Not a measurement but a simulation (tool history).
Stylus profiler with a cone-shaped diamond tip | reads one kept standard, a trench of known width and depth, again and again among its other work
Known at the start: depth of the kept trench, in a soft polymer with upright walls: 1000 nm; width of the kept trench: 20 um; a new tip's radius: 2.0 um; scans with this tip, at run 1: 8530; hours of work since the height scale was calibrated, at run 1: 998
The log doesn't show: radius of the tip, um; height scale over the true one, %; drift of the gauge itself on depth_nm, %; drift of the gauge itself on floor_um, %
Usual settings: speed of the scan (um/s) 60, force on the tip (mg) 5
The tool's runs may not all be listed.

run,hour,speed of the scan (um/s),force on the tip (mg),scans with this tip,hours of work since the height scale was calibrated,depth of the trench (nm),width of the trench's floor (µm)
1,0,60,5,8530,998,1026.21,13.84
# hour 7.2: new tip fitted, height scale calibrated
2,14.1,115,5,39,5,1020.7,16.1
3,29.1,115,5,123,14,1020.72,16.08
4,40.9,115,4.75,189,22,1019.75,16
5,52.7,60,5,255,30,1020.88,16.2
6,59.7,60,5,295,35,1020.76,16.2
7,70.9,60,5,358,42,1020.44,16.21
8,80.6,60,5.81,412,48,1023.17,16.2
9,93.9,58,5,487,57,1020.7,16.14
10,103,60,3.29,538,63,1015.63,16.05
11,109.4,60,3.29,574,67,1015.72,16.04
12,121.9,60,3.29,645,75,1015.48,16.04
13,131.6,60,3.29,699,82,1016.1,16.03
14,139.9,60,3.29,746,87,1015.83,15.99
15,151.1,60,3.29,809,95,1015.63,15.93
16,164.5,60,3.29,884,103,1015.53,15.92
17,180,60,3.29,971,114,1015.73,15.9
18,193.2,60,3.29,1045,122,1016.05,15.91
19,208.2,60,3.29,1129,132,1016.05,15.87
20,223,60,5.55,1212,142,1022.86,15.85
21,238,181,5,1297,152,1021.26,15.36
22,248.1,135,2.03,1353,158,1011.74,15.2
23,259.3,135,2.03,1417,166,1011.94,15.21
24,273.9,135,2.03,1498,175,1011.72,15.2
25,285.2,135,2.03,1562,183,1012.22,15.17
26,297,16,1.94,1629,191,1011.65,15.87
27,307.5,22,2.35,1687,197,1013.23,15.79
28,320.7,22,2.35,1762,206,1012.76,15.76
29,332,40,2.35,1825,214,1013.3,15.59
30,339,40,2.35,1865,218,1013.56,15.65
31,347.1,40,2.35,1910,224,1013.07,15.57
32,361.5,121,5,1991,233,1021.79,15.31
33,377.1,121,5,2079,243,1021.53,15.33

5 ways to go on from here, each from the tool as it stands after run 33. What would each give?
A,385.6,56,5,2127,249,?,?
B,385.6,17,5.66,2127,249,?,?
C,385.6,91,5,2127,249,?,?
D,385.6,26,4.55,2127,249,?,?
E,385.6,46,3.43,2127,249,?,?

run,depth of the trench (nm),width of the trench's floor (µm)
A,1022.15,15.51
B,1023.57,15.7
C,1021.78,15.4
D,1020.22,15.68
E,1017.61,15.49
Without the tool's hidden state the same runs would have given:
run,depth of the trench (nm),width of the trench's floor (µm)
A,1021.26,16.3
B,1022.68,16.49
C,1020.89,16.19
D,1019.33,16.47
E,1016.72,16.29

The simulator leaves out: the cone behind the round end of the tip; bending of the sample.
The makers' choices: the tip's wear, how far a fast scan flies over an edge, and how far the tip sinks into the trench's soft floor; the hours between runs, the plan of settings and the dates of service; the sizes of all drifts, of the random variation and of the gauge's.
